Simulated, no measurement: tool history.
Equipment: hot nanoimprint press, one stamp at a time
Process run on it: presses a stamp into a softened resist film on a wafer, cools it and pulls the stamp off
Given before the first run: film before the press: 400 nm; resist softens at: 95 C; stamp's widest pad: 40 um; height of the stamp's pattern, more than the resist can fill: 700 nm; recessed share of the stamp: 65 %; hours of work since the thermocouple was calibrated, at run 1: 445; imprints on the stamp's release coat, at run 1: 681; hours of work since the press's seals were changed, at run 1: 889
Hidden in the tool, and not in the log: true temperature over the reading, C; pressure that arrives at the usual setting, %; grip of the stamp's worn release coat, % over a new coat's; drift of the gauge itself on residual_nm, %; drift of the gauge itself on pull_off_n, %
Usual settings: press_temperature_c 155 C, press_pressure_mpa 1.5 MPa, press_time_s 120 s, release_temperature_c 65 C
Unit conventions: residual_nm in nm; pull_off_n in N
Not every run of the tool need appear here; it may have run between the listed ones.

run,hour,press_temperature_c,press_pressure_mpa,press_time_s,release_temperature_c,hours of work since the thermocouple was calibrated,imprints on the stamp's release coat,hours of work since the press's seals were changed,residual_nm,pull_off_n
1,0,155,1.5,120,65,445,681,889,216.6,253
2,38.8,155,1.5,120,65,466,834,910,215.6,264
3,94.2,155,1.69,120,65,497,1052,941,207.5,266
4,124.7,155,1.69,120,65,513,1171,958,207.6,290
5,166.8,155,1.69,120,65,537,1337,981,207.1,297
6,232,155,1.69,120,65,573,1594,1017,210.6,301
# hour 239.7: plate thermocouple calibrated
7,263.9,155,1.69,120,65,13,1708,1033,220.2,335
8,320.2,162,1.5,120,65,44,1929,1064,165.1,343
# hour 331.5: stamp cleaned and given a new release coat
9,394.7,162,1.5,120,65,82,249,1102,165.4,241
10,438.4,148,1.5,120,65,106,421,1126,312.6,248
11,487.8,155,1.5,120,65,134,615,1153,235.5,257
# hour 529.4: plate thermocouple calibrated, once more
12,554.8,155,1.5,120,65,14,867,1188,207,265
13,612.2,155,1.5,120,65,46,1093,1220,207.8,275
14,676.7,161,1.5,120,65,81,1347,1256,156.9,290
# hour 726: press's hydraulic seals changed and the load cell set to zero
15,738.1,155,1.5,120,72,111,1557,7,198.8,250
16,803.3,155,1.5,120,72,147,1814,43,202.9,256
# hour 844.4: stamp cleaned and given a new release coat
17,849.4,146,1.5,120,65,169,20,65,298.3,216
18,910.5,146,1.5,120,65,203,260,99,304.3,223
19,975.1,146,0.9,120,65,238,514,134,343.9,233
20,1007.3,163,1.5,120,56,256,641,152,140.3,303
21,1038.7,163,1.5,120,56,273,765,169,138.2,304
22,1099.4,155,1.5,64,65,307,1004,203,250.9,268
23,1135.9,155,1.5,64,65,327,1148,223,250.8,275
24,1206.3,155,1.98,121,65,366,1424,262,182.2,295
25,1256.5,151,1.38,150,61,394,1622,289,246.9,333
26,1317.3,155,1.5,87,65,427,1861,323,232.6,327
# hour 1350.1: stamp cleaned and given a new release coat
27,1370.5,155,1.5,87,65,453,80,349,233.9,216
28,1412.6,155,1.5,87,54,476,246,372,236.5,294
29,1447,155,1.5,87,54,495,381,391,231.6,303

Predict each of these 4 candidate next runs independently; none follows another, all start after run 29:
A,1484.6,153,1.5,117,52,516,529,412,?,?
B,1484.6,155,1.68,79,52,516,529,412,?,?
C,1484.6,158,1.11,87,56,516,529,412,?,?
D,1484.6,155,1.5,238,54,516,529,412,?,?

run,residual_nm,pull_off_n
A,237.6,328
B,234.9,318
C,238.1,301
D,172.2,303
Without the tool's unlogged condition, the same runs would have read:
run,residual_nm,pull_off_n
A,216.3,280
B,213.6,271
C,219.1,256
D,154.7,258
